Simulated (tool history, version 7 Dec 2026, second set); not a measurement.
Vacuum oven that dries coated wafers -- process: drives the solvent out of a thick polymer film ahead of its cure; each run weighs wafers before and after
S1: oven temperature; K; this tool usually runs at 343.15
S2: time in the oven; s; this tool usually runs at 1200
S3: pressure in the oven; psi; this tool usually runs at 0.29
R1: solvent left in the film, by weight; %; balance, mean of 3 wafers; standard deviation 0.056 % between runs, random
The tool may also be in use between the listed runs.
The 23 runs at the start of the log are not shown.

| run | hour | S1 | S2 | S3 | R1 |
|---|---|---|---|---|---|
| 24 | 577.5 | 346.15 | 600 | 0.241 | 4.94 |
| 25 | 606.8 | 329.15 | 2040 | 0.29 | 4.87 |
| 26 | 644.9 | 329.15 | 2040 | 0.29 | 4.72 |
| 27 | 670.5 | 358.15 | 1200 | 0.29 | 0.38 |
| 28 | 708.7 | 358.15 | 1200 | 0.29 | 0.44 |
| 29 | 734.2 | 349.15 | 600 | 0.625 | 4.11 |
| 30 | 765.1 | 349.15 | 600 | 0.625 | 4.19 |
| 31 | 801.2 | 349.15 | 1200 | 0.458 | 1.4 |
| 32 | 833.1 | 349.15 | 1200 | 0.458 | 1.24 |
| 33 | 861.7 | 342.15 | 1680 | 0.329 | 1.51 |
| 34 | 882.2 | 343.15 | 840 | 0.927 | 4.95 |
| 35 | 898.7 | 343.15 | 1320 | 0.29 | 1.96 |
| 36 | 922.4 | 329.15 | 1920 | 0.287 | 5.02 |
| 37 | 958.7 | 329.15 | 1920 | 0.287 | 5.12 |
| 38 | 989.5 | 331.15 | 1920 | 0.379 | 4.36 |
| 39 | 1005.3 | 329.15 | 1200 | 0.29 | 7.77 |
| 40 | 1040.3 | 351.15 | 840 | 0.29 | 1.55 |

Below are 3 alternative next runs, each starting from the tool's condition after run 40. Predict each:
| A | 1069.4 | 351.15 | 960 | 0.19 | ? |
| B | 1069.4 | 353.15 | 840 | 0.265 | ? |
| C | 1069.4 | 346.15 | 2040 | 0.148 | ? |

| run | R1 |
|---|---|
| A | 1.12 |
| B | 1.14 |
| C | 0.53 |
Had the tool no hidden state, the same runs would have come out as:
| run | R1 |
|---|---|
| A | 1.29 |
| B | 1.32 |
| C | 0.53 |
